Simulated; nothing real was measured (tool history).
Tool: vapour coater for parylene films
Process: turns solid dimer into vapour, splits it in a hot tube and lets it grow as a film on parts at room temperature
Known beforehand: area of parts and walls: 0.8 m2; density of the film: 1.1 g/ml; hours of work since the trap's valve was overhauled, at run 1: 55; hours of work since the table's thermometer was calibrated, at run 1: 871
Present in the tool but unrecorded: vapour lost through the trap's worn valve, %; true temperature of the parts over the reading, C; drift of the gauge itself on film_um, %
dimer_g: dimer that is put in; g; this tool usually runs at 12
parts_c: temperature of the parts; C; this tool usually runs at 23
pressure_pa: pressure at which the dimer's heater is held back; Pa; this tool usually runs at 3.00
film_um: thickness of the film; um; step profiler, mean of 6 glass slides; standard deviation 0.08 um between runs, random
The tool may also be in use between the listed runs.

| run | day | dimer_g | parts_c | pressure_pa | hours of work since the trap's valve was overhauled | hours of work since the table's thermometer was calibrated | film_um |
|---|---|---|---|---|---|---|---|
| 1 | 0.000 | 12 | 23 | 3.00 | 55 | 871 | 9.53 |
| 2 | 2.071 | 12 | 23 | 3.00 | 88 | 905 | 9.60 |
| 3 | 3.925 | 12 | 23 | 3.00 | 118 | 935 | 9.51 |
| 4 | 6.404 | 12 | 23 | 7.18 | 158 | 975 | 8.22 |
| 5 | 7.704 | 12 | 23 | 7.18 | 180 | 996 | 8.16 |
| 6 | 10.362 | 12 | 23 | 7.18 | 223 | 1039 | 8.20 |
| 7 | 11.825 | 12 | 23 | 3.00 | 246 | 1063 | 9.16 |
| 8 | 14.321 | 12 | 23 | 3.00 | 287 | 1103 | 9.18 |
| 9 | 16.558 | 12 | 23 | 3.00 | 323 | 1140 | 9.34 |
| 10 | 18.492 | 12 | 23 | 3.00 | 354 | 1171 | 8.92 |
| 11 | 21.275 | 12 | 23 | 3.00 | 399 | 1216 | 8.98 |
| 12 | 22.888 | 12 | 23 | 4.29 | 426 | 1242 | 8.44 |
| 13 | 25.638 | 12 | 23 | 4.29 | 470 | 1287 | 8.34 |
| 14 | 28.567 | 12 | 23 | 4.29 | 518 | 1334 | 8.21 |
| 15 | 30.217 | 12 | 23 | 4.29 | 544 | 1361 | 8.13 |
| 16 | 31.750 | 12 | 27 | 4.29 | 569 | 1386 | 6.89 |
| 17 | 33.421 | 12 | 27 | 4.29 | 596 | 1413 | 6.75 |
| 18 | 34.792 | 12 | 27 | 4.29 | 618 | 1435 | 6.86 |
| 19 | 36.317 | 12 | 27 | 4.29 | 643 | 1460 | 6.76 |
|  | 36.542 | table's thermometer calibrated |
| 20 | 38.342 | 12 | 27 | 4.29 | 675 | 29 | 6.63 |
|  | 39.108 | trap's valve overhauled |
| 21 | 41.321 | 12 | 27 | 4.29 | 36 | 75 | 7.72 |
| 22 | 43.292 | 12 | 27 | 4.29 | 68 | 107 | 7.66 |
| 23 | 45.012 | 12 | 27 | 4.29 | 96 | 135 | 7.60 |
|  | 46.446 | table's thermometer calibrated, once more |
| 24 | 47.288 | 20 | 27 | 2.93 | 132 | 14 | 13.01 |
| 25 | 50.196 | 10 | 23 | 3.00 | 179 | 61 | 7.74 |
| 26 | 51.588 | 22 | 35 | 3.00 | 201 | 83 | 9.75 |
| 27 | 53.612 | 7 | 18 | 2.12 | 234 | 116 | 7.07 |
| 28 | 55.725 | 16 | 29 | 2.55 | 269 | 150 | 9.50 |
| 29 | 58.046 | 12 | 16 | 2.90 | 306 | 188 | 12.03 |
| 30 | 59.971 | 11 | 16 | 2.46 | 337 | 219 | 11.39 |
| 31 | 62.138 | 9 | 24 | 8.18 | 372 | 254 | 5.47 |
| 32 | 63.617 | 9 | 24 | 8.18 | 396 | 278 | 5.42 |
| 33 | 65.783 | 6 | 21 | 2.72 | 432 | 313 | 4.81 |
| 34 | 67.662 | 6 | 21 | 2.72 | 462 | 344 | 4.80 |
| 35 | 69.133 | 22 | 16 | 5.30 | 486 | 368 | 20.01 |
| 36 | 71.229 | 12 | 23 | 2.84 | 520 | 401 | 8.60 |
| 37 | 73.992 | 12 | 30 | 8.45 | 564 | 446 | 5.34 |
| 38 | 76.642 | 21 | 32 | 3.00 | 607 | 489 | 9.79 |
| 39 | 78.967 | 21 | 34 | 2.26 | 645 | 527 | 9.19 |
|  | 81.504 | trap's valve overhauled |
| 40 | 81.504 | 19 | 21 | 8.49 | 0 | 565 | 14.26 |
| 41 | 83.196 | 19 | 21 | 8.49 | 27 | 593 | 14.33 |
| 42 | 85.225 | 13 | 35 | 3.00 | 60 | 626 | 6.07 |
| 43 | 86.900 | 6 | 23 | 3.00 | 87 | 653 | 4.69 |
| 44 | 89.346 | 19 | 23 | 3.00 | 127 | 692 | 14.82 |
| 45 | 90.717 | 16 | 16 | 5.72 | 149 | 715 | 15.49 |

Results for each run, recomputed without the tool's hidden state and with each run's random variation untouched:
| run | film_um |
|---|---|
| 1 | 9.59 |
| 2 | 9.73 |
| 3 | 9.70 |
| 4 | 8.45 |
| 5 | 8.42 |
| 6 | 8.54 |
| 7 | 9.59 |
| 8 | 9.68 |
| 9 | 9.93 |
| 10 | 9.55 |
| 11 | 9.71 |
| 12 | 9.19 |
| 13 | 9.16 |
| 14 | 9.11 |
| 15 | 9.08 |
| 16 | 7.74 |
| 17 | 7.62 |
| 18 | 7.78 |
| 19 | 7.70 |
| 20 | 7.59 |
| 21 | 7.67 |
| 22 | 7.67 |
| 23 | 7.65 |
| 24 | 13.52 |
| 25 | 8.12 |
| 26 | 10.27 |
| 27 | 7.50 |
| 28 | 10.16 |
| 29 | 12.96 |
| 30 | 12.30 |
| 31 | 5.98 |
| 32 | 5.96 |
| 33 | 5.32 |
| 34 | 5.35 |
| 35 | 22.40 |
| 36 | 9.70 |
| 37 | 6.09 |
| 38 | 11.28 |
| 39 | 10.67 |
| 40 | 14.29 |
| 41 | 14.44 |
| 42 | 6.16 |
| 43 | 4.79 |
| 44 | 15.24 |
| 45 | 15.99 |

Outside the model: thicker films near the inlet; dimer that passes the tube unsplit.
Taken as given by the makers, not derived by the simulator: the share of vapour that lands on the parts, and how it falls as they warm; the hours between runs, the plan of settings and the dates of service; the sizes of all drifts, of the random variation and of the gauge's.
